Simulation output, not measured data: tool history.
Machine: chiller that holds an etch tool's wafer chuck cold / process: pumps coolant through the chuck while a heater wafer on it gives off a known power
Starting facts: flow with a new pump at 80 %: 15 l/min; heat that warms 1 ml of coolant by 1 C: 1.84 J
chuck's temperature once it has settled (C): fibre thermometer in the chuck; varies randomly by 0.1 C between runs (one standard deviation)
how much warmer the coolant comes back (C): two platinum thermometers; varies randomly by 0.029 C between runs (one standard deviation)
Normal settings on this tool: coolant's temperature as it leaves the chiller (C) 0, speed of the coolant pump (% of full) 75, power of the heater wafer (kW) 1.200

run,hour,coolant's temperature as it leaves the chiller (C),speed of the coolant pump (% of full),power of the heater wafer (kW),chuck's temperature once it has settled (C),how much warmer the coolant comes back (C)
1,0.0,0,75,1.200,13.2,2.81
2,121.2,0,75,1.200,13.1,2.80
# hour 151.2: chiller's thermometer calibrated
3,245.9,0,75,1.200,13.2,2.79
4,360.8,0,75,1.200,13.3,2.78
5,576.3,0,75,1.200,13.3,2.78
6,733.6,8,75,1.200,21.3,2.81
7,909.6,8,75,1.200,21.2,2.81
8,1016.7,8,84,0.989,18.1,2.11
9,1233.9,-1,93,0.989,8.4,1.88
10,1393.3,-1,93,0.989,8.3,1.87
11,1509.3,2,75,1.486,18.4,3.48
# hour 1621.9: coolant changed, channels flushed
12,1621.9,0,80,1.200,12.4,2.62
13,1831.4,0,80,1.775,18.7,3.81
14,1926.8,0,73,0.986,11.2,2.31

Alternative continuations, all from the tool just after run 14; predict every row:
A,2023.5,-1,73,0.986,?,?
B,2023.5,0,73,1.237,?,?
C,2023.5,2,73,0.986,?,?

run,chuck's temperature once it has settled (C),how much warmer the coolant comes back (C)
A,10.0,2.42
B,13.8,2.97
C,12.9,2.37
Take away the tool's hidden state, keep each run's random variation, and the runs would have read:
run,chuck's temperature once it has settled (C),how much warmer the coolant comes back (C)
A,10.0,2.41
B,13.8,2.96
C,12.9,2.37

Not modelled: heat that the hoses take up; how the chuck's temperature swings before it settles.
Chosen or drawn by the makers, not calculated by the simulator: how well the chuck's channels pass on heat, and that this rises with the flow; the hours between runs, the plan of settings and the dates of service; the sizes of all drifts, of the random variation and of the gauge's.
